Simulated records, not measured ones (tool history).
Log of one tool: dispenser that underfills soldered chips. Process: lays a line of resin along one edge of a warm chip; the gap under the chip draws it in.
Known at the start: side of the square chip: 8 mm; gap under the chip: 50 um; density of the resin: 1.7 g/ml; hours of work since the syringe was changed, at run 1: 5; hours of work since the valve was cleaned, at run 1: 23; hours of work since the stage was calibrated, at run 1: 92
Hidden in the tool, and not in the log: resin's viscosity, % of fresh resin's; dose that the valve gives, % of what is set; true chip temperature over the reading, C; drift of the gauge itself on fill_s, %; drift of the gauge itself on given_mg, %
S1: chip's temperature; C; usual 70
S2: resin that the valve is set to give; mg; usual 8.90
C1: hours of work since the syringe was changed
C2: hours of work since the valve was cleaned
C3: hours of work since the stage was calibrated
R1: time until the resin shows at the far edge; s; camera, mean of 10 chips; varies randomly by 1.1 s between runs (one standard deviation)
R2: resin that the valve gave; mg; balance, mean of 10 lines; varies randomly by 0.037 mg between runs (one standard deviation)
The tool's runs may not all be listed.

Run 1, hour 0.0: usual settings; C1 5; C2 23; C3 92. Result: R1 154.9 s, R2 8.75 mg.
At hour 1.5: new syringe of resin.
Run 2, hour 9.2: usual settings but S1 67 C; C1 5; C2 29; C3 98. Result: R1 184.2 s, R2 8.71 mg.
At hour 10.8: new syringe of resin.
At hour 19.7: new syringe of resin.
Run 3, hour 20.1: usual settings but S1 67 C; C1 0; C2 36; C3 105. Result: R1 119.2 s, R2 8.70 mg.
At hour 28.0: new syringe of resin.
Run 4, hour 34.8: usual settings but S1 67 C, S2 9.13 mg; C1 5; C2 46; C3 115. Result: R1 173.2 s, R2 8.85 mg.
At hour 36.5: new syringe of resin.
Run 5, hour 43.7: usual settings but S2 8.18 mg; C1 5; C2 52; C3 121. Result: R1 161.0 s, R2 7.94 mg.
At hour 45.1: new syringe of resin.
Run 6, hour 51.2: usual settings; C1 4; C2 57; C3 127. Result: R1 154.4 s, R2 8.51 mg.
At hour 54.0: new syringe of resin.
At hour 62.3: new syringe of resin.
Run 7, hour 66.0: usual settings; C1 3; C2 67; C3 136. Result: R1 131.3 s, R2 8.49 mg.
At hour 70.5: new syringe of resin.
Run 8, hour 76.1: usual settings but S2 8.97 mg; C1 4; C2 74; C3 143. Result: R1 147.8 s, R2 8.47 mg.
At hour 79.0: new syringe of resin.
Run 9, hour 84.7: usual settings but S1 68 C; C1 4; C2 80; C3 149. Result: R1 160.8 s, R2 8.47 mg.
At hour 88.1: new syringe of resin.
Run 10, hour 93.6: usual settings; C1 4; C2 86; C3 155. Result: R1 149.1 s, R2 8.40 mg.
At hour 96.7: new syringe of resin.
At hour 105.3: new syringe of resin.
Run 11, hour 111.6: usual settings but S1 82 C; C1 4; C2 98; C3 167. Result: R1 100.3 s, R2 8.26 mg.
At hour 113.9: new syringe of resin.
Run 12, hour 120.0: usual settings but S1 82 C; C1 4; C2 103; C3 173. Result: R1 97.7 s, R2 8.24 mg.
At hour 122.6: new syringe of resin.
At hour 131.5: new syringe of resin.
Run 13, hour 133.6: usual settings but S1 82 C; C1 2; C2 113; C3 182. Result: R1 77.0 s, R2 8.19 mg.
At hour 140.2: new syringe of resin.
Run 14, hour 144.5: usual settings but S1 82 C; C1 3; C2 120; C3 189. Result: R1 87.4 s, R2 8.14 mg.
At hour 149.1: new syringe of resin.
Run 15, hour 156.5: usual settings; C1 5; C2 128; C3 197. Result: R1 164.9 s, R2 8.02 mg.
At hour 158.2: new syringe of resin.
At hour 159.2: dispensing valve cleaned and set on the balance.
At hour 167.9: new syringe of resin.
Run 16, hour 172.1: usual settings but S2 8.01 mg; C1 3; C2 9; C3 207. Result: R1 140.8 s, R2 7.97 mg.

Run 17 is up next; what results do you expect?
At hour 176.4: new syringe of resin.
Run 17, hour 182.0: usual settings; C1 4; C2 16; C3 214. Result: R1 ?, R2 ?.

Run 17 measured R1 147.2 s, R2 8.74 mg.
Had the tool carried no hidden state, the very same run would have given R1 105.8 s, R2 8.84 mg.
